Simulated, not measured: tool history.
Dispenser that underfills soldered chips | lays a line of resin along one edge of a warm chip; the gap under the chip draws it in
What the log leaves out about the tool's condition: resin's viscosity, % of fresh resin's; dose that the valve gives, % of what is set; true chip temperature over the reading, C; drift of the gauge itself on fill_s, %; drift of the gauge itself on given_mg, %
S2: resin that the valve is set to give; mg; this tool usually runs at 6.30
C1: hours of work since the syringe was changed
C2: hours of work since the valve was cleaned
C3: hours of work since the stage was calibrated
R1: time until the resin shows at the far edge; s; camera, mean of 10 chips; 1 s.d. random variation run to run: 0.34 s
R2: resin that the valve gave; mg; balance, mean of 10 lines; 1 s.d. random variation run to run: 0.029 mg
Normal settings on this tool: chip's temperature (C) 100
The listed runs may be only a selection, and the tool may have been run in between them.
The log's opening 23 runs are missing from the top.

{"run": 24, "hour": 142.2, "chip's temperature (C)": 96, "S2": 6.24, "C1": 7, "C2": 73, "C3": 263, "R1": 35.1, "R2": 6.0}
{"hour": 145.0, "done": "new syringe of resin"}
{"run": 25, "hour": 150.8, "chip's temperature (C)": 100, "S2": 6.54, "C1": 4, "C2": 79, "C3": 269, "R1": 21.4, "R2": 6.27}
{"hour": 157.5, "done": "new syringe of resin"}
{"run": 26, "hour": 159.5, "chip's temperature (C)": 97, "S2": 6.3, "C1": 1, "C2": 85, "C3": 275, "R1": 19.1, "R2": 6.08}
{"run": 27, "hour": 164.1, "chip's temperature (C)": 97, "S2": 6.3, "C1": 5, "C2": 88, "C3": 278, "R1": 26.8, "R2": 6.04}
{"run": 28, "hour": 168.5, "chip's temperature (C)": 92, "S2": 5.65, "C1": 8, "C2": 91, "C3": 281, "R1": 43.0, "R2": 5.44}
{"hour": 170.1, "done": "new syringe of resin"}
{"hour": 175.0, "done": "dispensing valve cleaned and set on the balance"}
{"run": 29, "hour": 176.3, "chip's temperature (C)": 99, "S2": 6.3, "C1": 4, "C2": 1, "C3": 286, "R1": 22.9, "R2": 6.32}
{"run": 30, "hour": 182.2, "chip's temperature (C)": 99, "S2": 6.3, "C1": 8, "C2": 5, "C3": 290, "R1": 31.1, "R2": 6.32}
{"hour": 183.9, "done": "new syringe of resin"}
{"run": 31, "hour": 189.5, "chip's temperature (C)": 99, "S2": 6.3, "C1": 4, "C2": 10, "C3": 295, "R1": 22.7, "R2": 6.32}
{"hour": 196.6, "done": "new syringe of resin"}
{"run": 32, "hour": 198.4, "chip's temperature (C)": 100, "S2": 6.79, "C1": 1, "C2": 16, "C3": 300, "R1": 17.4, "R2": 6.72}
{"run": 33, "hour": 207.1, "chip's temperature (C)": 88, "S2": 6.74, "C1": 7, "C2": 22, "C3": 307, "R1": 47.4, "R2": 6.73}
{"hour": 209.6, "done": "new syringe of resin"}
{"run": 34, "hour": 214.3, "chip's temperature (C)": 110, "S2": 7.59, "C1": 3, "C2": 27, "C3": 311, "R1": 13.6, "R2": 7.51}
{"run": 35, "hour": 219.1, "chip's temperature (C)": 110, "S2": 7.9, "C1": 7, "C2": 30, "C3": 315, "R1": 18.0, "R2": 7.76}

Predict each of these 4 candidate next runs independently; none follows another, all start after run 35:
{"hour": 222.1, "done": "new syringe of resin"}
{"run": "A", "hour": 228.4, "chip's temperature (C)": 101, "S2": 7.82, "C1": 4, "C2": 36, "C3": 321, "R1": "?", "R2": "?"}
{"hour": 222.1, "done": "new syringe of resin"}
{"run": "B", "hour": 228.4, "chip's temperature (C)": 89, "S2": 6.44, "C1": 4, "C2": 36, "C3": 321, "R1": "?", "R2": "?"}
{"hour": 222.1, "done": "new syringe of resin"}
{"run": "C", "hour": 228.4, "chip's temperature (C)": 110, "S2": 5.6, "C1": 4, "C2": 36, "C3": 321, "R1": "?", "R2": "?"}
{"hour": 222.1, "done": "new syringe of resin"}
{"run": "D", "hour": 228.4, "chip's temperature (C)": 114, "S2": 6.3, "C1": 4, "C2": 36, "C3": 321, "R1": "?", "R2": "?"}

run=A R1=21.5 R2=7.66
run=B R1=35.7 R2=6.31
run=C R1=15.8 R2=5.48
run=D R1=13.4 R2=6.20
Without the tool's hidden state the same runs would have given:
run=A R1=14.4 R2=7.79
run=B R1=23.8 R2=6.41
run=C R1=10.5 R2=5.57
run=D R1=9.0 R2=6.30

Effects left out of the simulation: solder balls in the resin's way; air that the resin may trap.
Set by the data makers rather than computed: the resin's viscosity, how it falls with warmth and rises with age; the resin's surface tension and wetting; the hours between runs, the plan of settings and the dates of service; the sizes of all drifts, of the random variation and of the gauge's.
